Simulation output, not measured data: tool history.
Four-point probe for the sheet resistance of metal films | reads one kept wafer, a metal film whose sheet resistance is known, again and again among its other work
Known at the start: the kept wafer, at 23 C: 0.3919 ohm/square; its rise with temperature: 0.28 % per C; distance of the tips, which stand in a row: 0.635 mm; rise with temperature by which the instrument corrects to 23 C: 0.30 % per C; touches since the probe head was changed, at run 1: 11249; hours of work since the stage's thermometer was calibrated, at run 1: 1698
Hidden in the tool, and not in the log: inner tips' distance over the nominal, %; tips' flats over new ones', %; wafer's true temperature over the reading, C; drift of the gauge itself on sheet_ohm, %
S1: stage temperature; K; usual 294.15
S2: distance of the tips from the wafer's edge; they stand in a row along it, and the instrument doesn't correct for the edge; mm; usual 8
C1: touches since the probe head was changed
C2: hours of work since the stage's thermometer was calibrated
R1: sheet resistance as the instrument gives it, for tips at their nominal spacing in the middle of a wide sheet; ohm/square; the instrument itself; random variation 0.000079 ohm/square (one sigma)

run 1 day=0.000 | S1=294.15 S2=8 | C1=11249 C2=1698 | R1=0.392375
run 2 day=0.517 | S1=294.15 S2=8 | C1=11427 C2=1706 | R1=0.392469
run 3 day=1.175 | S1=294.15 S2=8 | C1=11654 C2=1716 | R1=0.392380
run 4 day=2.054 | S1=294.15 S2=8 | C1=11955 C2=1729 | R1=0.392553
run 5 day=2.496 | S1=294.15 S2=8 | C1=12107 C2=1736 | R1=0.392677
run 6 day=3.000 | S1=294.15 S2=8 | C1=12281 C2=1744 | R1=0.392421
run 7 day=3.629 | S1=294.15 S2=8 | C1=12496 C2=1753 | R1=0.392540
run 8 day=4.396 | S1=294.15 S2=8 | C1=12761 C2=1765 | R1=0.392512
run 9 day=4.875 | S1=294.15 S2=8 | C1=12926 C2=1772 | R1=0.392394
run 10 day=5.658 | S1=302.15 S2=4 | C1=13195 C2=1784 | R1=0.395713
run 11 day=6.100 | S1=302.15 S2=27 | C1=13347 C2=1791 | R1=0.390732
run 12 day=6.683 | S1=297.15 S2=52 | C1=13547 C2=1799 | R1=0.391030
run 13 day=7.312 | S1=297.15 S2=52 | C1=13764 C2=1809 | R1=0.390770
run 14 day=8.012 | S1=296.15 S2=8 | C1=14004 C2=1820 | R1=0.392305
run 15 day=8.508 | S1=298.15 S2=30 | C1=14175 C2=1827 | R1=0.390899
run 16 day=8.883 | S1=299.15 S2=11 | C1=14305 C2=1833 | R1=0.391236
run 17 day=9.346 | S1=299.15 S2=11 | C1=14464 C2=1840 | R1=0.391498
-- day=10.058 stage's thermometer calibrated
run 18 day=10.058 | S1=291.15 S2=34 | C1=14701 C2=0 | R1=0.391982

Hidden state at the last listed run before each entry between runs and at the first one after, where it differs:
Between runs 17 and 18: stage's thermometer calibrated (day 10.058)
  inner tips' distance over the nominal, %: -0.099 -> -0.097; wafer's true temperature over the reading, C: -0.42 -> 0.01
  measured less the result without the state, R1: -0.000870 -> -0.000405 ohm/square
